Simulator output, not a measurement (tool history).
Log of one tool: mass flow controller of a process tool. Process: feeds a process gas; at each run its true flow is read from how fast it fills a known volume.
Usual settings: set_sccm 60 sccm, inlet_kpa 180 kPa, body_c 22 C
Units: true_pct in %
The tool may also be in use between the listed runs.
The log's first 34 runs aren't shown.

run 35 hour=6233.4 | set_sccm=83 inlet_kpa=162 body_c=34 | true_pct=100.56
run 36 hour=6373.5 | set_sccm=40 inlet_kpa=162 body_c=34 | true_pct=100.47
run 37 hour=6615 | set_sccm=22 inlet_kpa=155 body_c=40 | true_pct=100.87
run 38 hour=6830.4 | set_sccm=22 inlet_kpa=155 body_c=40 | true_pct=101.02
run 39 hour=7020.3 | set_sccm=13 inlet_kpa=209 body_c=40 | true_pct=102.65
run 40 hour=7302.6 | set_sccm=49 inlet_kpa=185 body_c=22 | true_pct=101.2
run 41 hour=7449.4 | set_sccm=49 inlet_kpa=159 body_c=25 | true_pct=101.15
run 42 hour=7642.8 | set_sccm=49 inlet_kpa=255 body_c=25 | true_pct=101.3
run 43 hour=7805.7 | set_sccm=83 inlet_kpa=163 body_c=24 | true_pct=101.4
run 44 hour=8079.2 | set_sccm=60 inlet_kpa=197 body_c=22 | true_pct=101.44
run 45 hour=8212.4 | set_sccm=29 inlet_kpa=260 body_c=36 | true_pct=101.71
run 46 hour=8338.2 | set_sccm=29 inlet_kpa=265 body_c=36 | true_pct=101.77
run 47 hour=8461.5 | set_sccm=11 inlet_kpa=275 body_c=37 | true_pct=104.76
run 48 hour=8614.3 | set_sccm=35 inlet_kpa=150 body_c=32 | true_pct=101.55

Forecast each of these 3 alternatives for the next run:
run A hour=8795.7 | set_sccm=31 inlet_kpa=158 body_c=23 | true_pct=?
run B hour=8795.7 | set_sccm=16 inlet_kpa=180 body_c=26 | true_pct=?
run C hour=8795.7 | set_sccm=19 inlet_kpa=150 body_c=32 | true_pct=?

run=A true_pct=102.09
run=B true_pct=103.49
run=C true_pct=102.84
Without the tool's hidden state the same runs would have given:
run=A true_pct=98.81
run=B true_pct=98.38
run=C true_pct=98.33
